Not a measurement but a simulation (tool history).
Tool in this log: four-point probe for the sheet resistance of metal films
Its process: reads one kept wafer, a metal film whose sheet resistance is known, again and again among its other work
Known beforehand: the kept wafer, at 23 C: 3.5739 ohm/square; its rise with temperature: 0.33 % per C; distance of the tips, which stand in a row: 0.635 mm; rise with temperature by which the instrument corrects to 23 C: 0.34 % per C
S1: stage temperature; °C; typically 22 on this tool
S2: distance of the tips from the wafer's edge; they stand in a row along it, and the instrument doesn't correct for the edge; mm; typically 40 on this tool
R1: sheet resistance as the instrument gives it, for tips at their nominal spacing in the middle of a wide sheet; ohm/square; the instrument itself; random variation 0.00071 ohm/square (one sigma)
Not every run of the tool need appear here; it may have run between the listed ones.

run   hour  S1  S2        R1
  1    0.0  22  40  3.574495
  2   14.1  22  55  3.575171
  3   21.4  22  55  3.575033
  4   29.6  22  55  3.574473
  5   41.2  22  55  3.574933
  6   55.2  22  13  3.579657
  7   69.6  19   3  3.660351
  8   80.8  19   3  3.659963
  9   94.4  19   3  3.660167
 10  107.5  34   3  3.652499

Here are 4 independent what-if runs from the current tool condition. What would each one return?
  A  119.2  27  11   ?
  B  119.2  22   3   ?
  C  119.2  23   6   ?
  D  119.2  28  40   ?

run        R1
  A  3.578393
  B  3.658622
  C  3.594423
  D  3.572327
Without the tool's hidden state the same runs would have given:
run        R1
  A  3.578396
  B  3.658624
  C  3.594425
  D  3.572330

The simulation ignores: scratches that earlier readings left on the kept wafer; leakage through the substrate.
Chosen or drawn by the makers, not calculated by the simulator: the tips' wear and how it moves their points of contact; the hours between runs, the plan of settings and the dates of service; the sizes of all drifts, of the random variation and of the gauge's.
